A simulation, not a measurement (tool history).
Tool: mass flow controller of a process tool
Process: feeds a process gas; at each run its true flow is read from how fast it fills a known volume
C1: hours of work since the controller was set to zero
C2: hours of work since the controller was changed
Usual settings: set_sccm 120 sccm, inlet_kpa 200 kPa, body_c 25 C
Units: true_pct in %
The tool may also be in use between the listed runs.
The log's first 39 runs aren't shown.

{"run": 40, "day": 232.454, "set_sccm": 47, "inlet_kpa": 147, "body_c": 36, "C1": 3123, "C2": 9656, "true_pct": 95.2}
{"run": 41, "day": 237.004, "set_sccm": 114, "inlet_kpa": 156, "body_c": 36, "C1": 3198, "C2": 9732, "true_pct": 95.23}
{"run": 42, "day": 243.542, "set_sccm": 137, "inlet_kpa": 228, "body_c": 35, "C1": 3307, "C2": 9841, "true_pct": 95.28}
{"run": 43, "day": 247.321, "set_sccm": 46, "inlet_kpa": 200, "body_c": 25, "C1": 3370, "C2": 9904, "true_pct": 96.08}
{"run": 44, "day": 253.067, "set_sccm": 46, "inlet_kpa": 200, "body_c": 25, "C1": 3466, "C2": 10000, "true_pct": 95.91}
{"run": 45, "day": 256.871, "set_sccm": 46, "inlet_kpa": 200, "body_c": 25, "C1": 3529, "C2": 10063, "true_pct": 95.96}
{"run": 46, "day": 264.396, "set_sccm": 24, "inlet_kpa": 157, "body_c": 32, "C1": 3654, "C2": 10188, "true_pct": 96.2}
{"run": 47, "day": 269.325, "set_sccm": 24, "inlet_kpa": 157, "body_c": 32, "C1": 3736, "C2": 10270, "true_pct": 96.12}
{"run": 48, "day": 274.879, "set_sccm": 24, "inlet_kpa": 157, "body_c": 32, "C1": 3829, "C2": 10363, "true_pct": 96.14}

Forecast each of these 3 alternatives for the next run:
{"run": "A", "day": 282.892, "set_sccm": 120, "inlet_kpa": 215, "body_c": 25, "C1": 3962, "C2": 10496, "true_pct": "?"}
{"run": "B", "day": 282.892, "set_sccm": 48, "inlet_kpa": 238, "body_c": 26, "C1": 3962, "C2": 10496, "true_pct": "?"}
{"run": "C", "day": 282.892, "set_sccm": 51, "inlet_kpa": 200, "body_c": 25, "C1": 3962, "C2": 10496, "true_pct": "?"}

run=A true_pct=96.00
run=B true_pct=95.89
run=C true_pct=95.77
Without the tool's hidden state the same runs would have given:
run=A true_pct=99.29
run=B true_pct=98.57
run=C true_pct=98.51

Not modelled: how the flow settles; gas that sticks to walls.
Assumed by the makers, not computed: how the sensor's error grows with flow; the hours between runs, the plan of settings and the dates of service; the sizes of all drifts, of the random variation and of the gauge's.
